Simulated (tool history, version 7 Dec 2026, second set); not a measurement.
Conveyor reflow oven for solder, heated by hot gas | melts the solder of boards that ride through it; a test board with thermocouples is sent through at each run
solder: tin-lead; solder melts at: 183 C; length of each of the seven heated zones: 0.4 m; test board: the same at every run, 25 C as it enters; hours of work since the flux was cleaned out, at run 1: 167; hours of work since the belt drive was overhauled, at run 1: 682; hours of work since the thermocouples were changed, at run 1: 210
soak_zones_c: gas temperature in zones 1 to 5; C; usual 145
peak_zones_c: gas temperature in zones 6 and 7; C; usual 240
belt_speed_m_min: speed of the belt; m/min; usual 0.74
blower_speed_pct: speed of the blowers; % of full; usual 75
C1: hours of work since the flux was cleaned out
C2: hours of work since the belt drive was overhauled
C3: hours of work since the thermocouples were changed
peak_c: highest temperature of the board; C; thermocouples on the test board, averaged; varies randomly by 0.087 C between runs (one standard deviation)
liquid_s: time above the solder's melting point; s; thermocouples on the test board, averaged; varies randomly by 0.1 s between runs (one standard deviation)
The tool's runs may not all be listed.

run 1 day=0 | soak_zones_c=145 peak_zones_c=240 belt_speed_m_min=0.74 blower_speed_pct=75 | C1=167 C2=682 C3=210 | peak_c=224.52 liquid_s=55.3
-- day=0.496 flux residue cleaned out of gas plates and filters
run 2 day=3.896 | soak_zones_c=145 peak_zones_c=240 belt_speed_m_min=0.74 blower_speed_pct=75 | C1=52 C2=739 C3=267 | peak_c=225.51 liquid_s=56.3
run 3 day=5.833 | soak_zones_c=145 peak_zones_c=235 belt_speed_m_min=0.74 blower_speed_pct=75 | C1=82 C2=769 C3=297 | peak_c=220.86 liquid_s=54
run 4 day=8.825 | soak_zones_c=145 peak_zones_c=235 belt_speed_m_min=0.74 blower_speed_pct=75 | C1=128 C2=815 C3=343 | peak_c=220.68 liquid_s=53.9
-- day=12.125 flux residue cleaned out of gas plates and filters
run 5 day=12.267 | soak_zones_c=145 peak_zones_c=235 belt_speed_m_min=0.74 blower_speed_pct=75 | C1=2 C2=865 C3=393 | peak_c=221.48 liquid_s=54.3
run 6 day=14.192 | soak_zones_c=146 peak_zones_c=240 belt_speed_m_min=0.74 blower_speed_pct=75 | C1=32 C2=894 C3=422 | peak_c=226.09 liquid_s=57.2
run 7 day=17.162 | soak_zones_c=146 peak_zones_c=240 belt_speed_m_min=0.74 blower_speed_pct=68 | C1=78 C2=940 C3=468 | peak_c=224.25 liquid_s=55.9
run 8 day=20.571 | soak_zones_c=146 peak_zones_c=240 belt_speed_m_min=0.74 blower_speed_pct=79 | C1=130 C2=993 C3=521 | peak_c=226.22 liquid_s=57.3
-- day=22.679 thermocouples of zones 6 and 7 changed
-- day=23.858 flux residue cleaned out of gas plates and filters
run 9 day=23.908 | soak_zones_c=146 peak_zones_c=240 belt_speed_m_min=0.74 blower_speed_pct=79 | C1=1 C2=1039 C3=16 | peak_c=226.25 liquid_s=57.5
run 10 day=27.175 | soak_zones_c=146 peak_zones_c=240 belt_speed_m_min=0.74 blower_speed_pct=79 | C1=51 C2=1090 C3=66 | peak_c=225.98 liquid_s=57.2
run 11 day=30.954 | soak_zones_c=145 peak_zones_c=240 belt_speed_m_min=0.74 blower_speed_pct=75 | C1=109 C2=1148 C3=124 | peak_c=225 liquid_s=56.2
-- day=32.529 belt drive overhauled, speed set with a stopwatch
run 12 day=33.429 | soak_zones_c=145 peak_zones_c=240 belt_speed_m_min=0.74 blower_speed_pct=75 | C1=145 C2=14 C3=160 | peak_c=224.13 liquid_s=55
-- day=35.462 flux residue cleaned out of gas plates and filters
run 13 day=35.883 | soak_zones_c=145 peak_zones_c=240 belt_speed_m_min=0.74 blower_speed_pct=75 | C1=6 C2=48 C3=194 | peak_c=224.98 liquid_s=55.4
run 14 day=37.7 | soak_zones_c=145 peak_zones_c=240 belt_speed_m_min=0.74 blower_speed_pct=75 | C1=34 C2=76 C3=222 | peak_c=224.88 liquid_s=55.4
run 15 day=40.979 | soak_zones_c=145 peak_zones_c=240 belt_speed_m_min=0.74 blower_speed_pct=75 | C1=85 C2=127 C3=273 | peak_c=224.68 liquid_s=55.4
run 16 day=43.062 | soak_zones_c=145 peak_zones_c=240 belt_speed_m_min=0.74 blower_speed_pct=75 | C1=117 C2=159 C3=305 | peak_c=224.42 liquid_s=55.2
run 17 day=45.488 | soak_zones_c=145 peak_zones_c=240 belt_speed_m_min=0.74 blower_speed_pct=79 | C1=154 C2=196 C3=342 | peak_c=225.11 liquid_s=55.5
-- day=47.017 flux residue cleaned out of gas plates and filters
run 18 day=47.425 | soak_zones_c=145 peak_zones_c=240 belt_speed_m_min=0.74 blower_speed_pct=79 | C1=6 C2=223 C3=369 | peak_c=226.04 liquid_s=56.2
run 19 day=49.962 | soak_zones_c=145 peak_zones_c=240 belt_speed_m_min=0.74 blower_speed_pct=79 | C1=45 C2=262 C3=408 | peak_c=225.82 liquid_s=56
run 20 day=52.425 | soak_zones_c=141 peak_zones_c=240 belt_speed_m_min=0.74 blower_speed_pct=84 | C1=83 C2=300 C3=446 | peak_c=226.04 liquid_s=55.2
run 21 day=54.179 | soak_zones_c=141 peak_zones_c=240 belt_speed_m_min=0.677 blower_speed_pct=69 | C1=110 C2=327 C3=473 | peak_c=225.61 liquid_s=59.9
run 22 day=57.25 | soak_zones_c=143 peak_zones_c=240 belt_speed_m_min=0.677 blower_speed_pct=87 | C1=158 C2=374 C3=520 | peak_c=228.82 liquid_s=62.6
-- day=58.425 flux residue cleaned out of gas plates and filters
run 23 day=59.367 | soak_zones_c=134 peak_zones_c=246 belt_speed_m_min=0.793 blower_speed_pct=57 | C1=15 C2=404 C3=550 | peak_c=221.3 liquid_s=46.3
-- day=59.621 thermocouples of zones 6 and 7 changed
run 24 day=61.483 | soak_zones_c=148 peak_zones_c=240 belt_speed_m_min=0.761 blower_speed_pct=75 | C1=46 C2=435 C3=29 | peak_c=223.99 liquid_s=54.5
run 25 day=63.575 | soak_zones_c=151 peak_zones_c=240 belt_speed_m_min=0.761 blower_speed_pct=75 | C1=78 C2=467 C3=61 | peak_c=224.16 liquid_s=55.5
run 26 day=65.912 | soak_zones_c=137 peak_zones_c=240 belt_speed_m_min=0.599 blower_speed_pct=73 | C1=114 C2=503 C3=97 | peak_c=228.31 liquid_s=68.7
run 27 day=68.925 | soak_zones_c=153 peak_zones_c=244 belt_speed_m_min=0.669 blower_speed_pct=74 | C1=160 C2=550 C3=143 | peak_c=231.12 liquid_s=68.3
-- day=69.9 flux residue cleaned out of gas plates and filters
run 28 day=71.55 | soak_zones_c=159 peak_zones_c=251 belt_speed_m_min=0.737 blower_speed_pct=75 | C1=25 C2=587 C3=181 | peak_c=236.79 liquid_s=65.8
run 29 day=73.6 | soak_zones_c=145 peak_zones_c=240 belt_speed_m_min=0.74 blower_speed_pct=52 | C1=57 C2=619 C3=212 | peak_c=218.76 liquid_s=51.6
run 30 day=75.696 | soak_zones_c=145 peak_zones_c=240 belt_speed_m_min=0.74 blower_speed_pct=52 | C1=89 C2=651 C3=244 | peak_c=218.66 liquid_s=51.5

Some steps in peak_c between neighbouring runs. How much of each would the tool show without its hidden state too (settings, what came in, random variation), and how much is left for the hidden state, with any gauge scatter that isn't in both results?
The hidden state here: heat that the gas passes to the board, % of a clean oven's; belt's true speed, % of the reading; true gas temperature in zones 6 and 7 over the reading, C; drift of the gauge itself on peak_c, C; drift of the gauge itself on liquid_s, %.
Run 1 -> 2: flux residue cleaned out of gas plates and filters. peak_c +0.99 C: hidden state +1.13, all else -0.14.
Run 22 -> 23: soak_zones_c 143 -> 134, peak_zones_c 240 -> 246, belt_speed_m_min 0.677 -> 0.793, blower_speed_pct 87 -> 57, flux residue cleaned out of gas plates and filters. peak_c -7.52 C: hidden state +1.06, all else -8.58.
Run 23 -> 24: soak_zones_c 134 -> 148, peak_zones_c 246 -> 240, belt_speed_m_min 0.793 -> 0.761, blower_speed_pct 57 -> 75, thermocouples of zones 6 and 7 changed. peak_c +2.69 C: hidden state -1.32, all else +4.01.
Run 27 -> 28: soak_zones_c 153 -> 159, peak_zones_c 244 -> 251, belt_speed_m_min 0.669 -> 0.737, blower_speed_pct 74 -> 75, flux residue cleaned out of gas plates and filters. peak_c +5.67 C: hidden state +0.77, all else +4.9.
Run 28 -> 29: soak_zones_c 159 -> 145, peak_zones_c 251 -> 240, belt_speed_m_min 0.737 -> 0.74, blower_speed_pct 75 -> 52. peak_c -18.03 C: hidden state -0.02, all else -18.01.
